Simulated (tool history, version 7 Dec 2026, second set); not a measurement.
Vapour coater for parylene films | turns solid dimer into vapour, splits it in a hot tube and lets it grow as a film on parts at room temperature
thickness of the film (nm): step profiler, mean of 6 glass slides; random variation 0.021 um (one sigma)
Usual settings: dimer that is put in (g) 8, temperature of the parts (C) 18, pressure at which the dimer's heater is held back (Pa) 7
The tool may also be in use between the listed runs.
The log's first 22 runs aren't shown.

| run | hour | dimer that is put in (g) | temperature of the parts (C) | pressure at which the dimer's heater is held back (Pa) | hours of work since the trap's valve was overhauled | hours of work since the table's thermometer was calibrated | thickness of the film (nm) |
|---|---|---|---|---|---|---|---|
| 23 | 273.3 | 4 | 13 | 3.97 | 11 | 346 | 2800 |
| 24 | 281.2 | 11 | 18 | 10.04 | 17 | 352 | 5350 |
| 25 | 294.2 | 6 | 18 | 7 | 28 | 363 | 3040 |
| 26 | 305.8 | 9 | 18 | 7 | 38 | 373 | 4600 |
| 27 | 313.8 | 5 | 19 | 2.25 | 45 | 380 | 2940 |
| 28 | 330.3 | 5 | 19 | 2.25 | 59 | 394 | 2920 |
| 29 | 342.3 | 4 | 25 | 6.41 | 69 | 404 | 1470 |
| 30 | 357.7 | 8 | 27 | 3.68 | 82 | 417 | 2990 |
| 31 | 372.3 | 4 | 13 | 9.5 | 95 | 430 | 2490 |
| 32 | 380.2 | 4 | 13 | 9.5 | 101 | 436 | 2520 |
| 33 | 395.8 | 13 | 25 | 9.5 | 115 | 450 | 4700 |
| 34 | 412.4 | 6 | 18 | 6.82 | 129 | 464 | 3120 |
| 35 | 424.8 | 4 | 18 | 7.73 | 139 | 474 | 2070 |
| 36 | 431.5 | 4 | 20 | 7.73 | 145 | 480 | 1880 |
|  | 443.7 | gauge calibrated |
| 37 | 446.3 | 10 | 25 | 11.09 | 157 | 492 | 3380 |

4 ways to go on from here, each from the tool as it stands after run 37. What would each give?
| A | 454 | 8 | 17 | 7.36 | 164 | 499 | ? |
| B | 454 | 14 | 25 | 3.11 | 164 | 499 | ? |
| C | 454 | 3 | 25 | 11.09 | 164 | 499 | ? |
| D | 454 | 6 | 12 | 7.18 | 164 | 499 | ? |

| run | thickness of the film (nm) |
|---|---|
| A | 4220 |
| B | 5770 |
| C | 1010 |
| D | 3980 |
Without the tool's hidden state the same runs would have given:
| run | thickness of the film (nm) |
|---|---|
| A | 4220 |
| B | 5770 |
| C | 1010 |
| D | 3980 |
